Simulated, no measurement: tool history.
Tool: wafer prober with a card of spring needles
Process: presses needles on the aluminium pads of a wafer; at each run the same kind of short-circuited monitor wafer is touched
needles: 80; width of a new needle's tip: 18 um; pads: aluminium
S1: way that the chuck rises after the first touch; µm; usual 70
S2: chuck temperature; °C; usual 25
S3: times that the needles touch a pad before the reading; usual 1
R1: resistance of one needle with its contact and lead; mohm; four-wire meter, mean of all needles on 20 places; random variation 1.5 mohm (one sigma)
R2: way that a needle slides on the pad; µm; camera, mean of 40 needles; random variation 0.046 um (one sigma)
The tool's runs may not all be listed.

run	day	S1	S2	S3	R1	R2
1	0	70	25	1	205	9.49
# day 0.654: tips cleaned on abrasive film
# day 1.388: tips cleaned on abrasive film
2	1.388	70	25	1	163	9.37
# day 2.117: tips cleaned on abrasive film
# day 2.854: tips cleaned on abrasive film
3	2.854	70	25	1	177	9.37
# day 3.575: tips cleaned on abrasive film
# day 4.283: tips cleaned on abrasive film
4	4.392	70	25	1	258	9.41
# day 4.579: height of the first contact set anew
# day 5.008: tips cleaned on abrasive film
# day 5.788: tips cleaned on abrasive film
5	6.158	67	25	1	430	8.93
# day 6.558: tips cleaned on abrasive film
# day 7.417: tips cleaned on abrasive film
6	8.029	67	25	1	476	8.93
# day 8.204: tips cleaned on abrasive film
# day 8.896: height of the first contact set anew, once more
# day 8.996: tips cleaned on abrasive film
# day 9.85: tips cleaned on abrasive film
7	10.283	67	25	1	417	9.43
# day 10.633: tips cleaned on abrasive film
# day 11.35: tips cleaned on abrasive film
8	11.933	67	25	1	459	9.46
# day 12.062: tips cleaned on abrasive film
# day 12.892: tips cleaned on abrasive film
# day 13.688: tips cleaned on abrasive film
9	13.938	79	83	1	302	11.06
# day 14.417: tips cleaned on abrasive film
# day 15.221: tips cleaned on abrasive film
10	15.65	76	59	2	283	10.6
# day 15.958: tips cleaned on abrasive film
# day 16.712: tips cleaned on abrasive film
11	17.25	89	59	2	247	12.46
# day 17.542: tips cleaned on abrasive film
# day 18.333: tips cleaned on abrasive film
12	18.392	74	25	1	213	10.32
# day 19.092: tips cleaned on abrasive film
# day 19.888: tips cleaned on abrasive film
# day 20.642: tips cleaned on abrasive film
13	20.642	70	29	2	165	9.65

Forecast each of these 3 alternatives for the next run:
# day 21.367: tips cleaned on abrasive film
# day 22.079: tips cleaned on abrasive film
# day 22.792: tips cleaned on abrasive film
A	22.792	70	25	1	?	?
# day 21.367: tips cleaned on abrasive film
# day 22.079: tips cleaned on abrasive film
# day 22.792: tips cleaned on abrasive film
B	22.792	51	72	3	?	?
# day 21.367: tips cleaned on abrasive film
# day 22.079: tips cleaned on abrasive film
# day 22.792: tips cleaned on abrasive film
C	22.792	70	28	2	?	?

run	R1	R2
A	160	9.69
B	180	6.99
C	161	9.71
Without the tool's hidden state the same runs would have given:
run	R1	R2
A	143	9.86
B	166	7.16
C	149	9.88
